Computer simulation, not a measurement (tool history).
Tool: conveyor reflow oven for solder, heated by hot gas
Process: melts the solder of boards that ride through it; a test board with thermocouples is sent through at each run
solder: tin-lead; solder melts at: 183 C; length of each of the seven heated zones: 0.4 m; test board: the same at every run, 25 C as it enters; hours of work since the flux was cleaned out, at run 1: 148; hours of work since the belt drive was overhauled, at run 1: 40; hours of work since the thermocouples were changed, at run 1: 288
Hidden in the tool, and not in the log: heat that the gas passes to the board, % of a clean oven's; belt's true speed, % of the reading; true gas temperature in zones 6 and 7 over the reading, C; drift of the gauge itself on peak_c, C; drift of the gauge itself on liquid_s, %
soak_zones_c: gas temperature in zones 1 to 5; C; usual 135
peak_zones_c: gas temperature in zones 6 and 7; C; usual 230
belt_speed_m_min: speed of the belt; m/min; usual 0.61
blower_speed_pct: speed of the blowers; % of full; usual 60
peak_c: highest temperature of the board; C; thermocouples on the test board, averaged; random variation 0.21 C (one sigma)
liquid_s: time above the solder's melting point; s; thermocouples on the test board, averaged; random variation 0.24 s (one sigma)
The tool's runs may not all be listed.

run,hour,soak_zones_c,peak_zones_c,belt_speed_m_min,blower_speed_pct,hours of work since the flux was cleaned out,hours of work since the belt drive was overhauled,hours of work since the thermocouples were changed,peak_c,liquid_s
1,0,135,230,0.61,60,148,40,288,209.4,50.1
2,8,135,230,0.61,60,153,46,294,208.9,50
3,15.8,135,230,0.61,60,158,51,299,209.4,49.9
4,22.6,135,230,0.61,64,163,56,304,209.7,50.7
# hour 28.3: flux residue cleaned out of gas plates and filters
5,37.2,135,230,0.61,64,6,63,311,209.4,49.3
6,44.3,135,230,0.61,60,11,68,316,208.4,49.1
7,54.7,135,230,0.61,60,18,75,323,208.2,48.7
8,63.6,136,230,0.61,60,25,81,329,208.4,48.3
# hour 69.9: flux residue cleaned out of gas plates and filters, once more
9,76.8,123,238,0.518,66,5,87,335,222.6,69.8
10,84.9,121,226,0.6,60,10,93,341,205.2,42.1
11,95.3,121,226,0.6,60,18,100,348,205.2,42.3

Forecast each of these 4 alternatives for the next run:
A,101.3,137,230,0.61,53,22,104,352,?,?
B,101.3,124,230,0.549,60,22,104,352,?,?
C,101.3,129,230,0.61,86,22,104,352,?,?
D,101.3,135,239,0.61,60,22,104,352,?,?

run,peak_c,liquid_s
A,209,50.4
B,211.9,55.5
C,214.3,54.1
D,218,58.2
Without the tool's hidden state the same runs would have given:
run,peak_c,liquid_s
A,209.6,51
B,212.5,56.1
C,214.9,54.6
D,218.6,58.6
